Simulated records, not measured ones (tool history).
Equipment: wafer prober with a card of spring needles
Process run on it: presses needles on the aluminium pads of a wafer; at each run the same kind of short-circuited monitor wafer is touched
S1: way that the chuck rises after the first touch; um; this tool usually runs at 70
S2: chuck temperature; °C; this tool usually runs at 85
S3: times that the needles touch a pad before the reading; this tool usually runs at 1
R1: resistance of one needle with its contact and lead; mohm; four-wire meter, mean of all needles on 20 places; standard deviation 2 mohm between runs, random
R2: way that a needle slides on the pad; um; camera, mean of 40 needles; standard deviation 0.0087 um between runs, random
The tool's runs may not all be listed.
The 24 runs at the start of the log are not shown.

run,hour,S1,S2,S3,R1,R2
# hour 1019.4: tips cleaned on abrasive film
25,1033.0,66,91,1,215,10.812
# hour 1047.3: tips cleaned on abrasive film
26,1065.0,71,54,1,206,11.618
# hour 1076.3: tips cleaned on abrasive film
# hour 1104.6: tips cleaned on abrasive film
27,1120.9,72,125,1,219,11.764
# hour 1134.5: tips cleaned on abrasive film
# hour 1165.0: tips cleaned on abrasive film
28,1165.0,72,125,1,222,11.742
# hour 1192.0: tips cleaned on abrasive film
29,1207.3,70,107,2,215,11.417
# hour 1223.5: tips cleaned on abrasive film
# hour 1251.8: tips cleaned on abrasive film
30,1265.5,68,29,3,198,11.067
# hour 1281.3: tips cleaned on abrasive film
# hour 1308.4: tips cleaned on abrasive film
31,1311.3,73,85,2,210,11.853
# hour 1337.2: tips cleaned on abrasive film
# hour 1356.9: height of the first contact set anew
# hour 1365.7: tips cleaned on abrasive film
32,1373.0,62,59,1,214,10.064

Forecast each of these 3 alternatives for the next run:
# hour 1396.6: tips cleaned on abrasive film
# hour 1426.4: tips cleaned on abrasive film
A,1429.5,70,59,1,?,?
# hour 1396.6: tips cleaned on abrasive film
# hour 1426.4: tips cleaned on abrasive film
B,1429.5,70,54,1,?,?
# hour 1396.6: tips cleaned on abrasive film
# hour 1426.4: tips cleaned on abrasive film
C,1429.5,59,82,2,?,?

run,R1,R2
A,207,11.344
B,204,11.340
C,215,9.568
What these runs would have given with no unlogged condition in the tool:
run,R1,R2
A,207,11.468
B,203,11.465
C,214,9.673
